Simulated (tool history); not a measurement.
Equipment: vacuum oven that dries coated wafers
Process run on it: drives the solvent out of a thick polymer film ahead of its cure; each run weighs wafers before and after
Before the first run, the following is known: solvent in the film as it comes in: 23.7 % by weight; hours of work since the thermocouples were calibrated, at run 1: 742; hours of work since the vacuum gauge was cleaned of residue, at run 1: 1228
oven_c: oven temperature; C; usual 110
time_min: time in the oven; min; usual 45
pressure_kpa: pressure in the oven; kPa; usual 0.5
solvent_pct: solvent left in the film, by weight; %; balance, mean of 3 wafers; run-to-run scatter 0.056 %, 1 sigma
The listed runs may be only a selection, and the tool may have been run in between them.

run    hour  oven_c  time_min  pressure_kpa  hours of work since the thermocouples were calibrated  hours of work since the vacuum gauge was cleaned of residue  solvent_pct
  1       0     110        45           0.5                                                    742                                                         1228         4.07
  2    69.9     111        45           0.5                                                    773                                                         1258         3.77
  3   107.5     111        45           0.5                                                    789                                                         1275         3.78
  4   193.6     117        45           0.5                                                    827                                                         1312         2.23
  5   248.1     101        45           0.5                                                    851                                                         1336         7.19
  6   306.8     101        45           0.5                                                    876                                                         1362         7.24
  7   352.5     107        45           0.5                                                    896                                                         1382         5.14
  8     431     120        45           0.5                                                    931                                                         1416         1.66
  9   515.2     110        50           0.5                                                    968                                                         1453         3.72
 10   586.2     110        45         1.016                                                    999                                                         1484         4.47
 11   641.9     110        45         1.016                                                   1023                                                         1509         4.45
 12   707.2     110        45         1.016                                                   1052                                                         1537         4.62
 13   793.9     110        45           0.5                                                   1090                                                         1575         4.24
 14   857.5     109        45           0.5                                                   1118                                                         1603         4.64
 15   910.3     109        45           0.5                                                   1141                                                         1626          4.7
 16  1002.6     110        45           0.5                                                   1181                                                         1667         4.54
     1012.3  -- oven's thermocouples calibrated
 17  1095.7     110        45           0.5                                                     36                                                         1706         3.53
 18  1148.7     110        45           0.5                                                     60                                                         1730         3.64
 19  1191.3     110        45           0.5                                                     78                                                         1748         3.65
 20    1277     110        45           0.5                                                    116                                                         1786         3.75
 21  1369.2     110        53         0.265                                                    156                                                         1826          2.7
 22  1431.3     110        53         0.299                                                    183                                                         1853          2.8
 23  1478.1     110        28           0.5                                                    204                                                         1874         6.85
 24  1569.8     110        28           0.5                                                    244                                                         1914          6.9
 25  1613.9     115        61         1.624                                                    263                                                         1933         1.75
 26  1684.8     117        75          0.89                                                    294                                                         1964         0.82
 27    1730     106        56         1.434                                                    314                                                         1984         4.25
 28  1771.6     110        76         1.026                                                    332                                                         2002         1.78
 29  1849.8     106        24           0.5                                                    367                                                         2037         9.45
 30    1914     110        34           0.5                                                    395                                                         2065         5.58
 31  1994.8     116        80           0.5                                                    430                                                         2100         0.65
 32  2032.5     116        35           0.5                                                    447                                                         2117         3.54
 33  2112.4     111        24           0.5                                                    482                                                         2151         7.73
 34  2205.4     111        24           0.5                                                    522                                                         2192         7.69
 35  2281.3     104        45           0.5                                                    556                                                         2225         6.04
 36  2318.9     109        77         0.389                                                    572                                                         2242         1.69
 37    2411     115        28         0.778                                                    612                                                         2282         5.37
 38  2464.7     105        45         0.282                                                    636                                                         2306         5.53
 39  2543.7     105        45         0.282                                                    670                                                         2340         5.58
 40  2596.5     110        45         0.472                                                    693                                                         2363            4

Hidden condition of the tool, last listed run before each entry between runs versus first listed run after:
From run 16 to run 17: oven's thermocouples calibrated (hour 1012.3)
  true wafer temperature over the reading, C: -2.26 -> 0.22; true pressure over the reading, kPa: 0.448 -> 0.459
  measured result minus the result with no hidden state, solvent_pct: +0.88 -> +0.11 %
